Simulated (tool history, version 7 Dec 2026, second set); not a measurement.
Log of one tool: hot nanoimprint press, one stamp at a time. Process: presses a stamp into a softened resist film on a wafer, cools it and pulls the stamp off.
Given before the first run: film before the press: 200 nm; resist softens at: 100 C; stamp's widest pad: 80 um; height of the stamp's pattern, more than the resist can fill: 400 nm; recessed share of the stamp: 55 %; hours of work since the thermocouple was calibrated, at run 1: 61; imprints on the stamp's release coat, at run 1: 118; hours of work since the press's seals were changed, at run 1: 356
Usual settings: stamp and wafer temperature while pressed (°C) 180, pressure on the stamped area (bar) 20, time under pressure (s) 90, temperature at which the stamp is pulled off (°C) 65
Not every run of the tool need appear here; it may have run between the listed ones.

run   hour  stamp and wafer temperature while pressed (°C)  pressure on the stamped area (bar)  time under pressure (s)  temperature at which the stamp is pulled off (°C)  hours of work since the thermocouple was calibrated  imprints on the stamp's release coat  hours of work since the press's seals were changed  resist left under the stamp's widest pad (nm)  greatest force while the stamp is pulled off (N)
  1      0                                             180                                  20                       90                                                 65                                                   61                                   118                                                 356                                          102.3                                               177
  2   19.7                                             180                                  20                       90                                                 65                                                   76                                   206                                                 371                                            101                                               188
  3   43.6                                             180                                  20                       90                                                 65                                                   94                                   313                                                 389                                          100.4                                               196
  4   61.7                                             180                                  20                       90                                                 65                                                  107                                   394                                                 403                                          100.6                                               197
  5   74.6                                             180                                  20                       90                                                 73                                                  117                                   452                                                 412                                          101.9                                               161
      94.4  -- stamp cleaned and given a new release coat
  6  103.9                                             180                                  20                       90                                                 73                                                  135                                    43                                                 430                                           99.4                                               133
  7  132.9                                             180                                  20                       46                                                 73                                                  156                                   172                                                 452                                          125.4                                               141
  8    147                                             180                                  20                       46                                                 64                                                  167                                   236                                                 462                                          124.7                                               186
  9  177.3                                             180                                  20                       46                                                 64                                                  190                                   371                                                 485                                          123.2                                               204
 10  200.4                                             180                                  20                       46                                                 64                                                  207                                   474                                                 503                                          125.5                                               214
     214.5  -- stamp cleaned and given a new release coat
 11  225.5                                             180                                  20                       46                                                 64                                                  222                                    50                                                 517                                          125.4                                               180
 12  253.6                                             180                                  20                       46                                                 64                                                  243                                   175                                                 538                                          122.8                                               187
 13  275.3                                             181                                  20                       46                                                 64                                                  259                                   272                                                 554                                          118.7                                               187
 14  306.7                                             180                                20.7                       90                                                 65                                                  283                                   413                                                 578                                           96.7                                               202
     331.9  -- plate thermocouple calibrated
     337.9  -- stamp cleaned and given a new release coat
 15  341.5                                             180                                20.7                       90                                                 65                                                    3                                    16                                                 597                                           93.5                                               167
 16    371                                             184                                18.7                       94                                                 52                                                   25                                   148                                                 620                                             83                                               235
 17  392.9                                             184                                18.7                       94                                                 52                                                   41                                   246                                                 636                                             81                                               246
 18  418.6                                             184                                18.7                       94                                                 52                                                   61                                   361                                                 656                                           82.9                                               257
 19  434.3                                             178                                  20                       69                                                 65                                                   73                                   431                                                 667                                          110.6                                               187
     456.9  -- stamp cleaned and given a new release coat
 20  462.8                                             178                                  20                       69                                                 65                                                   90                                    26                                                 684                                          110.3                                               162
     488.1  -- plate thermocouple calibrated, once more
 21  497.1                                             180                                29.4                       90                                                 72                                                    7                                   167                                                 708                                           88.7                                               145
 22  513.8                                             184                                12.1                       52                                                 71                                                   19                                   241                                                 721                                          129.2                                               160
 23  528.2                                             180                                18.1                       45                                                 65                                                   30                                   305                                                 731                                          133.7                                               190
 24  555.9                                             170                                15.5                       78                                                 65                                                   51                                   429                                                 752                                          158.6                                               203
     578.8  -- stamp cleaned and given a new release coat
 25  584.9                                             170                                15.1                       78                                                 65                                                   68                                    27                                                 770                                          158.7                                               168
 26  608.9                                             170                                15.1                       78                                                 65                                                   87                                   134                                                 788                                          157.9                                               176
 27  632.5                                             168                                22.2                       46                                                 69                                                  104                                   240                                                 805                                          167.2                                               168
 28  662.2                                             168                                22.2                       46                                                 69                                                  127                                   373                                                 828                                          167.2                                               176

Some steps in resist left under the stamp's widest pad (nm) between neighbouring runs. How much of each would the tool show without its hidden state too (settings, what came in, random variation), and how much is left for the hidden state, with any gauge scatter that isn't in both results?
The tool's hidden condition here consists of: true temperature over the reading, C; pressure that arrives at the usual setting, %; grip of the stamp's worn release coat, % over a new coat's; drift of the gauge itself on residual_nm, %; drift of the gauge itself on pull_off_n, %.
Run 14 -> 15: plate thermocouple calibrated, stamp cleaned and given a new release coat. resist left under the stamp's widest pad (nm) -3.2: hidden state -2.7, all else -0.5.
Run 18 -> 19: stamp and wafer temperature while pressed (°C) 184 -> 178, pressure on the stamped area (bar) 18.7 -> 20, time under pressure (s) 94 -> 69, temperature at which the stamp is pulled off (°C) 52 -> 65. resist left under the stamp's widest pad (nm) +27.7: hidden state -1.6, all else +29.3.
Run 20 -> 21: stamp and wafer temperature while pressed (°C) 178 -> 180, pressure on the stamped area (bar) 20 -> 29.4, time under pressure (s) 69 -> 90, temperature at which the stamp is pulled off (°C) 65 -> 72, plate thermocouple calibrated, once more. resist left under the stamp's widest pad (nm) -21.6: hidden state +10.3, all else -31.9.
Run 21 -> 22: stamp and wafer temperature while pressed (°C) 180 -> 184, pressure on the stamped area (bar) 29.4 -> 12.1, time under pressure (s) 90 -> 52, temperature at which the stamp is pulled off (°C) 72 -> 71. resist left under the stamp's widest pad (nm) +40.5: hidden state -0.8, all else +41.3.

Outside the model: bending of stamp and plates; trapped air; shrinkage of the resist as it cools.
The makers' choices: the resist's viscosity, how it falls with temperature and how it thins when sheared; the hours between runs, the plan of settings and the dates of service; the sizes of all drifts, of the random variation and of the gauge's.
